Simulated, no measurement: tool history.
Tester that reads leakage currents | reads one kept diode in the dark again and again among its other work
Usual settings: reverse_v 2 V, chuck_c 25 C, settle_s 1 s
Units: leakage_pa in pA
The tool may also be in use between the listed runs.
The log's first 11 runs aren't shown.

run    hour  reverse_v  chuck_c  settle_s  hours of work since the probe card was cleaned  hours of work since the tester was calibrated  hours of work since the chuck was calibrated  leakage_pa
      522.3  -- tester calibrated
      536.8  -- chuck's temperature calibrated
 12   579.1          2       25         1                                             711                                             28                                            22      111.39
        639  -- tester calibrated, once more
 13   645.3          2       25         1                                             744                                              3                                            54      114.43
 14   712.1          2       25         1                                             778                                             37                                            88      115.02
 15   767.4      15.98       25         1                                             806                                             66                                           117      258.93
 16   816.4      15.98       25         1                                             831                                             91                                           142      260.81
 17   860.9      15.98       25         1                                             854                                            113                                           164      264.38
 18   897.4          2       25         1                                             872                                            132                                           183       117.6
 19   941.8          2       25         1                                             895                                            155                                           206      117.05
 20   976.3          2       25         1                                             913                                            172                                           223      118.29
 21  1010.9       7.48       59      1.32                                             930                                            190                                           241      2293.7
 22  1066.1       7.48       59      1.32                                             958                                            218                                           269     2288.59
 23  1098.1       7.48       59      1.32                                             975                                            234                                           285     2286.52
 24  1126.5          2       25      7.19                                             989                                            249                                           300      119.71
 25  1168.8       1.17       25      7.25                                            1011                                            270                                           321       97.99
 26  1205.2          2       25      0.42                                            1029                                            289                                           340      120.47
 27  1259.6          2       25      0.42                                            1057                                            317                                           368      121.11
 28  1318.4          2       57         1                                            1087                                            347                                           398     1234.05
 29  1359.2      10.72       21      4.39                                            1108                                            368                                           419      170.84
 30  1423.2      10.72       21      4.39                                            1141                                            400                                           451      171.49

Forecast run 31:
 31  1459.2       3.64       21         1                                            1159                                            419                                           470           ?

leakage_pa: 112.99 pA
Without the tool's hidden state the same run would have given leakage_pa 101.58 pA.
